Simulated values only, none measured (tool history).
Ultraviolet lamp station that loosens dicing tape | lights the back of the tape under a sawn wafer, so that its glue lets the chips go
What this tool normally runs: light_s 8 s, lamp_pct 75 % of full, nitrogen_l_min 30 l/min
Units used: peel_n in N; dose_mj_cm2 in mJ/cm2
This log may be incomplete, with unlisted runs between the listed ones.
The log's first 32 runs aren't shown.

run,hour,light_s,lamp_pct,nitrogen_l_min,peel_n,dose_mj_cm2
33,328.5,6,75,38,0.816,223
34,342.5,8,94,20,0.486,378
35,348.9,4,75,30,1.487,148
36,359.3,14,86,30,0.250,598
37,370.4,8,86,57,0.371,338
38,384.8,12,75,30,0.342,444
39,396.6,10,82,22,0.408,402
40,408.6,10,82,25,0.396,399
41,416.2,16,95,30,0.240,735
42,427.6,4,61,30,1.895,121
43,441.9,10,75,30,0.404,367

Predict each of these 3 candidate next runs independently; none follows another, all start after run 43:
A,456.0,9,95,39,?,?
B,456.0,7,75,30,?,?
C,456.0,6,81,11,?,?

run,peel_n,dose_mj_cm2
A,0.325,411
B,0.771,258
C,1.289,236
The same runs, with their run-to-run variation unchanged, on a tool lacking any hidden condition would have given:
run,peel_n,dose_mj_cm2
A,0.249,543
B,0.506,339
C,0.892,311

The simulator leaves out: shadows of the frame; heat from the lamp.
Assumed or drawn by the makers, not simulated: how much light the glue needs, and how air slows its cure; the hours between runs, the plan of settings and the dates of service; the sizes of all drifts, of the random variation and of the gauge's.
